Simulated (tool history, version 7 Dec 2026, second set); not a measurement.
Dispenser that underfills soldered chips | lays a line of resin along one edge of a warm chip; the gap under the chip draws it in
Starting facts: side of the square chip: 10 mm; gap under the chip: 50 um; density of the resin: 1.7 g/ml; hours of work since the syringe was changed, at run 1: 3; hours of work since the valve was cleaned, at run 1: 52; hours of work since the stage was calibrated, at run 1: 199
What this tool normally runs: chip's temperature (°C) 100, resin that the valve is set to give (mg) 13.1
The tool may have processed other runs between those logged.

run	hour	chip's temperature (°C)	resin that the valve is set to give (mg)	hours of work since the syringe was changed	hours of work since the valve was cleaned	hours of work since the stage was calibrated	time until the resin shows at the far edge (s)	resin that the valve gave (mg)
1	0.0	100	13.1	3	52	199	165.6	12.67
# hour 6.5: new syringe of resin
2	10.6	100	13.1	3	59	206	167.4	12.49
# hour 17.2: new syringe of resin
3	17.2	100	16.5	0	64	211	135.0	15.76
4	22.6	100	16.5	4	68	215	170.1	15.58
# hour 28.2: new syringe of resin
5	30.4	100	13.1	2	74	221	155.8	12.36
# hour 38.8: new syringe of resin
6	40.0	100	13.1	1	80	227	145.3	12.32
7	45.4	100	13.1	5	84	231	182.8	12.27
# hour 49.3: new syringe of resin
8	51.2	100	13.1	1	88	236	149.4	12.26
# hour 60.2: new syringe of resin
9	62.6	100	13.1	2	97	244	152.9	11.93
# hour 71.4: new syringe of resin
10	72.0	100	15.5	0	103	250	140.6	14.35
11	81.2	100	14.6	7	110	257	211.3	13.44
# hour 82.3: new syringe of resin
# hour 93.2: new syringe of resin
12	93.5	100	14.8	0	119	266	139.6	13.56
# hour 101.0: dispensing valve cleaned and set on the balance
# hour 105.2: new syringe of resin
13	106.8	100	14.8	1	4	275	148.9	14.72
14	114.7	100	14.8	7	10	281	204.9	14.52
# hour 116.1: new syringe of resin
15	122.2	100	14.8	5	15	286	174.6	14.68
# hour 126.7: new syringe of resin
16	131.2	100	14.8	3	22	292	161.5	14.66
# hour 137.8: new syringe of resin
17	138.0	100	14.8	0	27	297	139.8	14.46
18	145.3	100	16.2	6	32	303	189.4	15.72
# hour 148.4: new syringe of resin
19	150.8	105	13.8	2	36	307	133.3	13.36
# hour 159.2: new syringe of resin
20	162.5	98	11.3	2	44	315	176.6	10.95
# hour 169.7: new syringe of resin
21	174.5	100	16.2	4	53	324	163.8	15.51
22	179.5	112	13.8	7	57	327	155.5	13.17
# hour 180.4: new syringe of resin
23	188.3	106	13.6	6	63	334	169.3	13.07
# hour 191.2: new syringe of resin
24	194.6	108	12.0	3	67	338	132.7	11.33
# hour 202.4: new syringe of resin
25	202.7	98	12.1	0	73	344	156.4	11.46
# hour 213.1: new syringe of resin
26	213.1	98	12.1	0	80	351	152.2	11.31
# hour 224.0: new syringe of resin
27	224.8	95	15.7	1	89	360	163.8	14.72
# hour 235.4: new syringe of resin
28	236.0	108	15.2	0	97	368	116.8	14.01
# hour 246.6: new syringe of resin
29	247.3	88	11.9	1	105	376	210.1	10.89
30	255.8	88	11.9	7	111	382	301.2	10.77
# hour 257.1: new syringe of resin
# hour 267.6: new syringe of resin
31	267.6	102	16.9	0	120	391	131.2	15.35
# hour 273.4: dispensing valve cleaned and set on the balance
32	277.4	107	11.6	7	3	397	172.0	11.46
# hour 279.6: new syringe of resin
33	288.5	107	11.6	7	11	405	178.9	11.68

Consider 5 possible next runs. They are alternatives, not a sequence: every one starts from the tool as it was left by run 33. What does each give?
# hour 290.3: new syringe of resin
A	295.4	107	11.1	4	16	410	?	?
# hour 290.3: new syringe of resin
B	295.4	97	15.5	4	16	410	?	?
# hour 290.3: new syringe of resin
C	295.4	107	11.5	4	16	410	?	?
# hour 290.3: new syringe of resin
D	295.4	107	14.0	4	16	410	?	?
# hour 290.3: new syringe of resin
E	295.4	100	12.2	4	16	410	?	?

run	time until the resin shows at the far edge (s)	resin that the valve gave (mg)
A	149.6	11.05
B	187.9	15.19
C	151.8	11.38
D	144.9	13.84
E	177.5	12.10
Stripped of hidden state, with their random variation kept, the same runs would have yielded:
run	time until the resin shows at the far edge (s)	resin that the valve gave (mg)
A	114.4	11.17
B	143.6	15.36
C	116.2	11.51
D	111.1	13.99
E	135.6	12.24
